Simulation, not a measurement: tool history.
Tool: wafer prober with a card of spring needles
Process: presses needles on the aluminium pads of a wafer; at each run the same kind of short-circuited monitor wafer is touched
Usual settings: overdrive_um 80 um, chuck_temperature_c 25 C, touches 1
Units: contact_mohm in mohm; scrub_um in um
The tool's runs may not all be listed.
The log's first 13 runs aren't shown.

At hour 410.2: tips cleaned on abrasive film.
Run 14, hour 410.2: usual settings but chuck_temperature_c 99 C. Result: contact_mohm 166 mohm, scrub_um 15.89 um.
Run 15, hour 434.2: usual settings but chuck_temperature_c 99 C. Result: contact_mohm 182 mohm, scrub_um 15.86 um.
Run 16, hour 453.6: usual settings but chuck_temperature_c 99 C. Result: contact_mohm 183 mohm, scrub_um 15.87 um.
At hour 457.9: tips cleaned on abrasive film.
Run 17, hour 489.6: usual settings but chuck_temperature_c 99 C. Result: contact_mohm 183 mohm, scrub_um 15.84 um.
At hour 506.3: tips cleaned on abrasive film.
Run 18, hour 522.2: usual settings but chuck_temperature_c 66 C, touches 2. Result: contact_mohm 169 mohm, scrub_um 15.79 um.
Run 19, hour 541.4: usual settings but overdrive_um 89 um, chuck_temperature_c 32 C. Result: contact_mohm 168 mohm, scrub_um 17.61 um.
At hour 553.7: tips cleaned on abrasive film.
Run 20, hour 567.8: usual settings but overdrive_um 89 um, chuck_temperature_c 32 C. Result: contact_mohm 163 mohm, scrub_um 17.57 um.
At hour 601.7: tips cleaned on abrasive film.
Run 21, hour 609.6: usual settings but overdrive_um 77 um, chuck_temperature_c 98 C. Result: contact_mohm 177 mohm, scrub_um 15.23 um.
Run 22, hour 627.6: usual settings but overdrive_um 73 um. Result: contact_mohm 175 mohm, scrub_um 14.33 um.
Run 23, hour 647.2: usual settings but overdrive_um 73 um. Result: contact_mohm 177 mohm, scrub_um 14.37 um.
At hour 650.5: tips cleaned on abrasive film.
Run 24, hour 680.0: usual settings but overdrive_um 89 um, chuck_temperature_c 70 C, touches 3. Result: contact_mohm 164 mohm, scrub_um 17.57 um.
At hour 699.2: tips cleaned on abrasive film.
Run 25, hour 710.5: usual settings but overdrive_um 61 um, chuck_temperature_c 115 C, touches 2. Result: contact_mohm 184 mohm, scrub_um 11.91 um.
At hour 746.4: tips cleaned on abrasive film.
Run 26, hour 752.6: usual settings but overdrive_um 61 um, chuck_temperature_c 115 C, touches 2. Result: contact_mohm 181 mohm, scrub_um 12.00 um.

Run 27 comes next. What will it give?
Run 27, hour 792.9: usual settings but overdrive_um 61 um, chuck_temperature_c 115 C, touches 2. Result: contact_mohm ?, scrub_um ?.

Run 27 gave contact_mohm 189 mohm, scrub_um 11.91 um.
Without the tool's hidden state the same run would have given contact_mohm 172 mohm, scrub_um 12.13 um.
